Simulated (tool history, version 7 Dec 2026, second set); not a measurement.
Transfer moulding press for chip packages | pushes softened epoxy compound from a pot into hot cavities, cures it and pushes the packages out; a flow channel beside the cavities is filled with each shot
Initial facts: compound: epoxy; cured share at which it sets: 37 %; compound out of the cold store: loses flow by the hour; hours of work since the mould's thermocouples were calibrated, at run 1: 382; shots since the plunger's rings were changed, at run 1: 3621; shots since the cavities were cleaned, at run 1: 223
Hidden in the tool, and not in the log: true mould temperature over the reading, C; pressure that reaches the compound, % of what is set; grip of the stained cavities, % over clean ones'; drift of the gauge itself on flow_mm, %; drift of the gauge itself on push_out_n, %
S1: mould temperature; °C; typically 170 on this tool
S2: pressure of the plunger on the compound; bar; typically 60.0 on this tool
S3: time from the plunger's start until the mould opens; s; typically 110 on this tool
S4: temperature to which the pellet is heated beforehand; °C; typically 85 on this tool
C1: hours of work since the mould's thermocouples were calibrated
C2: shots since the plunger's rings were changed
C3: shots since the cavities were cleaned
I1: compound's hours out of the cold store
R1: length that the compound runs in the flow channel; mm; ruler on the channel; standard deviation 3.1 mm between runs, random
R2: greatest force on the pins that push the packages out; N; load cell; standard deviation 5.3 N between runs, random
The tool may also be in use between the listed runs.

run	hour	S1	S2	S3	S4	C1	C2	C3	I1	R1	R2
1	0.0	170	60.0	110	85	382	3621	223	25.5	768	227
# hour 28.8: cavities cleaned with cleaning compound and waxed
# hour 38.5: plunger's sealing rings changed
2	63.9	170	60.0	110	85	422	305	393	47.3	746	250
# hour 78.4: cavities cleaned with cleaning compound and waxed
3	109.8	170	60.0	110	85	451	840	378	17.5	851	259
# hour 128.0: cavities cleaned with cleaning compound and waxed
# hour 180.9: cavities cleaned with cleaning compound and waxed
4	180.9	170	56.1	110	85	495	1659	0	16.4	818	184
# hour 231.3: cavities cleaned with cleaning compound and waxed
5	252.0	170	60.0	103	85	541	2496	249	30.4	772	249
# hour 281.0: cavities cleaned with cleaning compound and waxed
6	304.3	169	60.0	103	85	574	3107	280	12.2	834	298
# hour 310.9: mould's thermocouples calibrated
# hour 330.7: cavities cleaned with cleaning compound and waxed
7	373.2	170	49.6	110	85	40	3894	511	13.8	735	302
# hour 380.5: cavities cleaned with cleaning compound and waxed
# hour 390.5: plunger's sealing rings changed
# hour 425.5: mould's thermocouples calibrated, once more
# hour 432.4: cavities cleaned with cleaning compound and waxed
8	454.5	170	60.0	110	85	18	728	267	21.3	832	226
# hour 479.2: cavities cleaned with cleaning compound and waxed
9	510.3	170	60.0	93	85	54	1382	374	10.0	867	332
# hour 526.0: cavities cleaned with cleaning compound and waxed
10	565.0	170	60.0	93	85	88	2021	469	14.7	841	336
# hour 576.7: cavities cleaned with cleaning compound and waxed
# hour 626.1: cavities cleaned with cleaning compound and waxed
11	631.7	170	60.0	110	85	130	2787	67	38.3	738	185
12	665.0	170	60.0	110	85	152	3188	468	44.0	714	261
# hour 674.4: cavities cleaned with cleaning compound and waxed
# hour 721.5: cavities cleaned with cleaning compound and waxed
13	726.5	170	71.1	110	85	190	3892	61	40.0	781	189
# hour 741.1: plunger's sealing rings changed
# hour 774.8: cavities cleaned with cleaning compound and waxed
14	806.0	166	54.5	110	89	240	764	377	38.5	749	300
# hour 824.3: cavities cleaned with cleaning compound and waxed
# hour 871.6: cavities cleaned with cleaning compound and waxed
15	872.6	166	54.5	110	89	282	1529	13	12.5	830	216
16	907.6	166	54.5	110	89	304	1950	434	36.6	733	304
# hour 919.5: cavities cleaned with cleaning compound and waxed
17	953.0	170	60.4	120	85	333	2478	403	13.1	843	241
# hour 967.4: cavities cleaned with cleaning compound and waxed
18	1012.5	170	60.4	115	91	371	3176	543	23.7	789	262
# hour 1020.0: cavities cleaned with cleaning compound and waxed
19	1059.3	176	60.0	110	85	401	3720	472	39.7	705	239
# hour 1068.1: cavities cleaned with cleaning compound and waxed
# hour 1093.0: plunger's sealing rings changed
# hour 1117.7: cavities cleaned with cleaning compound and waxed
20	1142.9	176	60.0	110	85	452	582	302	40.6	745	221
# hour 1170.6: cavities cleaned with cleaning compound and waxed
21	1203.8	164	69.2	117	91	491	1297	400	20.2	917	322
# hour 1220.3: cavities cleaned with cleaning compound and waxed
22	1257.9	173	60.0	147	83	525	1930	453	40.9	741	247
# hour 1270.4: cavities cleaned with cleaning compound and waxed
23	1305.4	164	60.0	110	85	556	2483	421	24.6	818	388
# hour 1323.2: cavities cleaned with cleaning compound and waxed
# hour 1340.8: mould's thermocouples calibrated
24	1342.0	164	60.0	110	79	1	2881	202	24.7	811	313

Consider 4 possible next runs. They are alternatives, not a sequence: every one starts from the tool as it was left by run 24. What does each give?
# hour 1377.6: cavities cleaned with cleaning compound and waxed
A	1406.0	164	60.0	110	81	42	3634	342	38.4	?	?
# hour 1377.6: cavities cleaned with cleaning compound and waxed
B	1406.0	164	51.0	110	78	42	3634	342	42.1	?	?
# hour 1377.6: cavities cleaned with cleaning compound and waxed
C	1406.0	164	60.0	143	79	42	3634	342	12.6	?	?
# hour 1377.6: cavities cleaned with cleaning compound and waxed
D	1406.0	178	58.2	110	94	42	3634	342	43.9	?	?

run	R1	R2
A	745	337
B	676	334
C	839	251
D	674	227
With the hidden condition removed and each run's random variation left untouched, the same runs would have given:
run	R1	R2
A	803	226
B	729	227
C	905	169
D	727	156
